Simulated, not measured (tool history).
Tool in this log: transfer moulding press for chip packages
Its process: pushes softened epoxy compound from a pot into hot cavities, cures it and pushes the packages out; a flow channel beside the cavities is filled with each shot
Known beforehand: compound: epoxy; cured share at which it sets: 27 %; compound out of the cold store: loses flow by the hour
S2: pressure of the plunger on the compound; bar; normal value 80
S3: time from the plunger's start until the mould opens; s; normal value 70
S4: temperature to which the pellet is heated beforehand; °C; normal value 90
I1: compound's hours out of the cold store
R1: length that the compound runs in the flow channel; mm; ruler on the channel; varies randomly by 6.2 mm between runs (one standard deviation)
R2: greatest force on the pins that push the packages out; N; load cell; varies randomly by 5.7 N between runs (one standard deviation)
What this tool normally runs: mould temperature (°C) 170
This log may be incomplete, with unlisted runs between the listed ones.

run 1 hour=0 | mould_temperature_(°C)=170 S2=80 S3=70 S4=90 | I1=11.3 | R1=937 R2=201
-- hour=47.3 cavities cleaned with cleaning compound and waxed
run 2 hour=53.8 | mould_temperature_(°C)=170 S2=80 S3=70 S4=90 | I1=31.8 | R1=832 R2=196
-- hour=94.2 cavities cleaned with cleaning compound and waxed
run 3 hour=117.6 | mould_temperature_(°C)=170 S2=80 S3=70 S4=90 | I1=16.9 | R1=904 R2=207
-- hour=144.7 plunger's sealing rings changed
-- hour=146.2 cavities cleaned with cleaning compound and waxed
run 4 hour=180.7 | mould_temperature_(°C)=170 S2=80 S3=70 S4=90 | I1=36 | R1=813 R2=197
-- hour=191.8 cavities cleaned with cleaning compound and waxed
-- hour=239.6 cavities cleaned with cleaning compound and waxed
run 5 hour=245.6 | mould_temperature_(°C)=170 S2=80 S3=70 S4=90 | I1=8.7 | R1=951 R2=197
-- hour=287 cavities cleaned with cleaning compound and waxed
run 6 hour=304.8 | mould_temperature_(°C)=170 S2=80 S3=70 S4=90 | I1=19.8 | R1=877 R2=205
-- hour=332 cavities cleaned with cleaning compound and waxed
run 7 hour=370.3 | mould_temperature_(°C)=170 S2=80 S3=70 S4=90 | I1=35.2 | R1=811 R2=207
-- hour=380.3 cavities cleaned with cleaning compound and waxed
-- hour=427.2 cavities cleaned with cleaning compound and waxed
run 8 hour=427.2 | mould_temperature_(°C)=174 S2=85.2 S3=84 S4=97 | I1=13.5 | R1=919 R2=169

Predict the results of run 9:
-- hour=473.5 cavities cleaned with cleaning compound and waxed
run 9 hour=473.8 | mould_temperature_(°C)=174 S2=85.2 S3=84 S4=97 | I1=43.4 | R1=? R2=?

R1: 794 mm
R2: 166 N
If the tool had no hidden condition, the same run with the same run-to-run variation would have returned R1 796 mm, R2 165 N.
